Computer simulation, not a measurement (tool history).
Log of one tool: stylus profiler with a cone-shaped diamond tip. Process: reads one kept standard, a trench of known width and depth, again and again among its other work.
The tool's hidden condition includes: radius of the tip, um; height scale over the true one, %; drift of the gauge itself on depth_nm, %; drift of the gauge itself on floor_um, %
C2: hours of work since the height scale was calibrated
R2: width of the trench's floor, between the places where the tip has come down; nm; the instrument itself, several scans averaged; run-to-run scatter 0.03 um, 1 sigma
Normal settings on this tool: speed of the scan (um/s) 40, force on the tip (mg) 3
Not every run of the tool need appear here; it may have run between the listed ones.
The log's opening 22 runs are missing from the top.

Run 23, hour 828.4: usual settings but force on the tip (mg) 5.34; scans with this tip 13335; C2 78. Result: depth of the trench (nm) 102.29, R2 47510 nm.
Run 24, hour 857.2: usual settings but force on the tip (mg) 5.34; scans with this tip 13494; C2 96. Result: depth of the trench (nm) 102.27, R2 47550 nm.
Run 25, hour 904.6: usual settings but force on the tip (mg) 5.34; scans with this tip 13756; C2 126. Result: depth of the trench (nm) 102.3, R2 47510 nm.
Run 26, hour 931.3: usual settings but speed of the scan (um/s) 152, force on the tip (mg) 3.07; scans with this tip 13904; C2 142. Result: depth of the trench (nm) 101.62, R2 47110 nm.
Run 27, hour 977.6: usual settings but speed of the scan (um/s) 128, force on the tip (mg) 3.83; scans with this tip 14161; C2 171. Result: depth of the trench (nm) 101.86, R2 47220 nm.
Run 28, hour 1026.6: usual settings but speed of the scan (um/s) 128, force on the tip (mg) 3.83; scans with this tip 14432; C2 202. Result: depth of the trench (nm) 101.89, R2 47270 nm.
Run 29, hour 1054: usual settings but speed of the scan (um/s) 52; scans with this tip 14583; C2 219. Result: depth of the trench (nm) 101.63, R2 47440 nm.
Run 30, hour 1078.2: usual settings but speed of the scan (um/s) 123, force on the tip (mg) 2.38; scans with this tip 14717; C2 234. Result: depth of the trench (nm) 101.35, R2 47110 nm.
Run 31, hour 1111.3: usual settings but force on the tip (mg) 1.14; scans with this tip 14900; C2 255. Result: depth of the trench (nm) 100.87, R2 47420 nm.
Run 32, hour 1140.3: usual settings but speed of the scan (um/s) 113, force on the tip (mg) 1.84; scans with this tip 15060; C2 273. Result: depth of the trench (nm) 101.18, R2 47120 nm.
Run 33, hour 1162: usual settings but speed of the scan (um/s) 24, force on the tip (mg) 5.36; scans with this tip 15180; C2 286. Result: depth of the trench (nm) 102.4, R2 47600 nm.
Run 34, hour 1186.4: usual settings but speed of the scan (um/s) 18, force on the tip (mg) 1.09; scans with this tip 15316; C2 302. Result: depth of the trench (nm) 100.85, R2 47440 nm.
Run 35, hour 1225.5: usual settings but speed of the scan (um/s) 35, force on the tip (mg) 2.72; scans with this tip 15532; C2 326. Result: depth of the trench (nm) 101.5, R2 47420 nm.
Run 36, hour 1252.2: usual settings but speed of the scan (um/s) 35, force on the tip (mg) 1.19; scans with this tip 15680; C2 343. Result: depth of the trench (nm) 100.92, R2 47380 nm.
Run 37, hour 1292.1: usual settings but speed of the scan (um/s) 35, force on the tip (mg) 1.19; scans with this tip 15900; C2 368. Result: depth of the trench (nm) 100.9, R2 47320 nm.
Run 38, hour 1334.1: usual settings but speed of the scan (um/s) 35, force on the tip (mg) 1.19; scans with this tip 16133; C2 394. Result: depth of the trench (nm) 100.93, R2 47370 nm.
Run 39, hour 1380.2: usual settings but speed of the scan (um/s) 35, force on the tip (mg) 1.19; scans with this tip 16388; C2 423. Result: depth of the trench (nm) 100.94, R2 47340 nm.
Run 40, hour 1420.5: usual settings but force on the tip (mg) 1.54; scans with this tip 16611; C2 448. Result: depth of the trench (nm) 101.07, R2 47390 nm.
Run 41, hour 1453.1: usual settings but speed of the scan (um/s) 29, force on the tip (mg) 2.24; scans with this tip 16792; C2 468. Result: depth of the trench (nm) 101.37, R2 47420 nm.
Run 42, hour 1490.6: usual settings but speed of the scan (um/s) 29, force on the tip (mg) 8.44; scans with this tip 16999; C2 491. Result: depth of the trench (nm) 103.22, R2 47510 nm.
Run 43, hour 1535.6: usual settings but speed of the scan (um/s) 29, force on the tip (mg) 8.44; scans with this tip 17248; C2 519. Result: depth of the trench (nm) 103.18, R2 47470 nm.
Run 44, hour 1565.8: usual settings but speed of the scan (um/s) 32, force on the tip (mg) 1.18; scans with this tip 17415; C2 538. Result: depth of the trench (nm) 100.93, R2 47420 nm.
Run 45, hour 1610: usual settings but speed of the scan (um/s) 32, force on the tip (mg) 5.34; scans with this tip 17659; C2 566. Result: depth of the trench (nm) 102.37, R2 47480 nm.
Run 46, hour 1651.4: usual settings but speed of the scan (um/s) 18, force on the tip (mg) 1.57; scans with this tip 17888; C2 592. Result: depth of the trench (nm) 101.14, R2 47450 nm.
Run 47, hour 1697.7: usual settings but speed of the scan (um/s) 18, force on the tip (mg) 1.57; scans with this tip 18145; C2 621. Result: depth of the trench (nm) 101.11, R2 47440 nm.

Branching from run 47: 3 alternative next runs. What would each branch give?
Run A, hour 1748: usual settings but speed of the scan (um/s) 55, force on the tip (mg) 4.41; scans with this tip 18423; C2 652. Result: depth of the trench (nm) ?, R2 ?.
Run B, hour 1748: usual settings but speed of the scan (um/s) 41, force on the tip (mg) 8.3; scans with this tip 18423; C2 652. Result: depth of the trench (nm) ?, R2 ?.
Run C, hour 1748: usual settings but speed of the scan (um/s) 17; scans with this tip 18423; C2 652. Result: depth of the trench (nm) ?, R2 ?.

run  depth of the trench (nm)     R2
  A                    102.11  47350
  B                    103.19  47400
  C                    101.66  47450
Stripped of hidden state, with their random variation kept, the same runs would have yielded:
run  depth of the trench (nm)     R2
  A                    101.97  47850
  B                    103.05  47900
  C                    101.52  47950
